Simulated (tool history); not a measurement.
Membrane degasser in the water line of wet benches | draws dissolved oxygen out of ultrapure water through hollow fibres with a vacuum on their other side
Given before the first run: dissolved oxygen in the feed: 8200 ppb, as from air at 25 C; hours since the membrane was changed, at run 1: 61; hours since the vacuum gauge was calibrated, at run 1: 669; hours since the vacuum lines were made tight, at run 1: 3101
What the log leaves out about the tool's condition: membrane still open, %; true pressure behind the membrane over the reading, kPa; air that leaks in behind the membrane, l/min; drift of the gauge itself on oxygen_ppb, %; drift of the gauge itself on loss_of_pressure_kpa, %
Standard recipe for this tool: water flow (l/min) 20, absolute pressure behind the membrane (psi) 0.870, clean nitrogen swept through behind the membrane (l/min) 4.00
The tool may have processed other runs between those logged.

| run | hour | water flow (l/min) | absolute pressure behind the membrane (psi) | clean nitrogen swept through behind the membrane (l/min) | hours since the membrane was changed | hours since the vacuum gauge was calibrated | hours since the vacuum lines were made tight | dissolved oxygen in the water behind the degasser (ppb) | pressure that the water loses in the fibres (psi) |
|---|---|---|---|---|---|---|---|---|---|
| 1 | 0.0 | 20 | 0.870 | 4.00 | 61 | 669 | 3101 | 202.8 | 7.117 |
| 2 | 46.0 | 20 | 0.870 | 4.00 | 107 | 715 | 3147 | 200.9 | 7.171 |
| 3 | 73.9 | 17 | 0.870 | 4.00 | 135 | 743 | 3175 | 134.5 | 6.013 |
| 4 | 128.5 | 14 | 0.870 | 4.00 | 189 | 797 | 3229 | 80.8 | 4.965 |
| 5 | 162.2 | 14 | 0.870 | 4.00 | 223 | 831 | 3263 | 81.0 | 5.013 |
| 6 | 185.8 | 14 | 0.870 | 4.00 | 246 | 854 | 3287 | 84.3 | 4.969 |
| 7 | 228.9 | 14 | 0.870 | 4.00 | 290 | 898 | 3330 | 82.3 | 4.983 |
| 8 | 270.5 | 20 | 1.503 | 4.00 | 331 | 939 | 3371 | 255.3 | 7.140 |
| 9 | 310.5 | 20 | 1.503 | 4.00 | 371 | 979 | 3411 | 257.6 | 7.182 |
| 10 | 340.9 | 20 | 1.503 | 4.00 | 402 | 1010 | 3442 | 257.1 | 7.134 |
| 11 | 395.8 | 20 | 1.503 | 4.00 | 456 | 1064 | 3497 | 258.7 | 7.102 |
| 12 | 451.5 | 20 | 1.136 | 4.00 | 512 | 1120 | 3552 | 224.1 | 7.169 |
| 13 | 479.2 | 24 | 0.870 | 4.00 | 540 | 1148 | 3580 | 317.8 | 8.593 |
| 14 | 514.8 | 24 | 0.870 | 4.00 | 575 | 1184 | 3616 | 307.2 | 8.553 |
| 15 | 564.8 | 24 | 0.870 | 4.00 | 625 | 1233 | 3666 | 315.4 | 8.520 |
| 16 | 606.4 | 24 | 0.870 | 4.00 | 667 | 1275 | 3707 | 312.7 | 8.528 |
| 17 | 663.2 | 24 | 1.632 | 4.30 | 724 | 1332 | 3764 | 378.3 | 8.615 |
| 18 | 688.7 | 24 | 1.632 | 1.80 | 749 | 1357 | 3790 | 509.4 | 8.622 |
| 19 | 718.3 | 20 | 1.812 | 2.57 | 779 | 1387 | 3819 | 341.6 | 7.159 |
| 20 | 771.1 | 20 | 0.634 | 3.98 | 832 | 1440 | 3872 | 189.5 | 7.175 |
| 21 | 802.7 | 13 | 1.674 | 3.48 | 863 | 1471 | 3903 | 127.0 | 4.612 |
| 22 | 826.6 | 13 | 1.674 | 3.48 | 887 | 1495 | 3927 | 126.5 | 4.660 |
|  | 830.0 | vacuum gauge calibrated |
| 23 | 868.4 | 27 | 0.786 | 4.64 | 929 | 38 | 3969 | 389.4 | 9.704 |
| 24 | 896.4 | 20 | 0.870 | 4.38 | 957 | 66 | 3997 | 203.7 | 7.188 |
| 25 | 934.7 | 20 | 0.870 | 4.38 | 995 | 105 | 4035 | 205.8 | 7.140 |
| 26 | 987.4 | 18 | 1.758 | 4.00 | 1048 | 157 | 4088 | 231.0 | 6.431 |
| 27 | 1021.7 | 13 | 1.485 | 4.00 | 1082 | 192 | 4122 | 103.9 | 4.648 |
| 28 | 1054.0 | 15 | 0.793 | 4.00 | 1114 | 224 | 4154 | 96.5 | 5.382 |
|  | 1068.6 | vacuum gauge calibrated, once more |
| 29 | 1105.4 | 15 | 0.793 | 4.00 | 1165 | 37 | 4205 | 97.6 | 5.410 |
| 30 | 1131.7 | 20 | 2.089 | 4.00 | 1191 | 63 | 4231 | 309.5 | 7.207 |
| 31 | 1175.4 | 20 | 2.089 | 4.00 | 1235 | 107 | 4275 | 314.2 | 7.207 |

Alternative continuations, all from the tool just after run 31; predict every row:
| A | 1201.2 | 20 | 1.482 | 5.53 | 1261 | 133 | 4301 | ? | ? |
| B | 1201.2 | 27 | 0.815 | 1.61 | 1261 | 133 | 4301 | ? | ? |
| C | 1201.2 | 27 | 2.112 | 3.39 | 1261 | 133 | 4301 | ? | ? |
| D | 1201.2 | 20 | 1.687 | 3.34 | 1261 | 133 | 4301 | ? | ? |
| E | 1201.2 | 20 | 1.981 | 8.76 | 1261 | 133 | 4301 | ? | ? |

| run | dissolved oxygen in the water behind the degasser (ppb) | pressure that the water loses in the fibres (psi) |
|---|---|---|
| A | 236.7 | 7.166 |
| B | 445.6 | 9.741 |
| C | 571.8 | 9.781 |
| D | 298.4 | 7.146 |
| E | 236.9 | 7.174 |
What these runs would have given with no unlogged condition in the tool:
| run | dissolved oxygen in the water behind the degasser (ppb) | pressure that the water loses in the fibres (psi) |
|---|---|---|
| A | 225.3 | 7.072 |
| B | 428.3 | 9.613 |
| C | 551.4 | 9.654 |
| D | 284.8 | 7.052 |
| E | 225.5 | 7.079 |
